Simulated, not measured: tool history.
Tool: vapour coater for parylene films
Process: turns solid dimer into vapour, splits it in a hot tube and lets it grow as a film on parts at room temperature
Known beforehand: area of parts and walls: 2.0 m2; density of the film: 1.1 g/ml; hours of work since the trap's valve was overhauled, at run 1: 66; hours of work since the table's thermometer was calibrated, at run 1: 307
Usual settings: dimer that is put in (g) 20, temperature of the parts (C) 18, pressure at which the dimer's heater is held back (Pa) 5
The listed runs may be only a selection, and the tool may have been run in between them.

| run | hour | dimer that is put in (g) | temperature of the parts (C) | pressure at which the dimer's heater is held back (Pa) | hours of work since the trap's valve was overhauled | hours of work since the table's thermometer was calibrated | thickness of the film (nm) |
|---|---|---|---|---|---|---|---|
| 1 | 0 | 20 | 18 | 5 | 66 | 307 | 4500 |
| 2 | 12 | 20 | 18 | 5 | 75 | 317 | 4520 |
| 3 | 23.6 | 20 | 18 | 3.11 | 85 | 326 | 5030 |
| 4 | 31.4 | 20 | 18 | 3.11 | 91 | 333 | 5050 |
| 5 | 43.3 | 20 | 18 | 3.11 | 101 | 343 | 5040 |
| 6 | 54.7 | 20 | 18 | 5 | 111 | 352 | 4480 |
|  | 56.9 | table's thermometer calibrated |
| 7 | 64 | 20 | 18 | 5 | 118 | 6 | 4460 |
| 8 | 76.9 | 8 | 13 | 2.97 | 128 | 17 | 2260 |
| 9 | 87.3 | 8 | 13 | 2.97 | 137 | 25 | 2270 |
| 10 | 100.3 | 8 | 13 | 5.29 | 148 | 36 | 1970 |
| 11 | 112.3 | 8 | 13 | 8.11 | 158 | 46 | 1760 |
| 12 | 120.6 | 10 | 29 | 8.19 | 164 | 53 | 1520 |
|  | 122.9 | table's thermometer calibrated, once more |
| 13 | 131.2 | 10 | 29 | 8.19 | 172 | 7 | 1510 |

Branching from run 13: 4 alternative next runs. What would each branch give?
| A | 145.6 | 20 | 18 | 3.18 | 184 | 19 | ? |
| B | 145.6 | 20 | 19 | 3.07 | 184 | 19 | ? |
| C | 145.6 | 17 | 12 | 2.79 | 184 | 19 | ? |
| D | 145.6 | 22 | 22 | 8.19 | 184 | 19 | ? |

| run | thickness of the film (nm) |
|---|---|
| A | 4820 |
| B | 4740 |
| C | 4870 |
| D | 3860 |
The same runs, with their run-to-run variation unchanged, on a tool lacking any hidden condition would have given:
| run | thickness of the film (nm) |
|---|---|
| A | 5150 |
| B | 5070 |
| C | 5200 |
| D | 4130 |
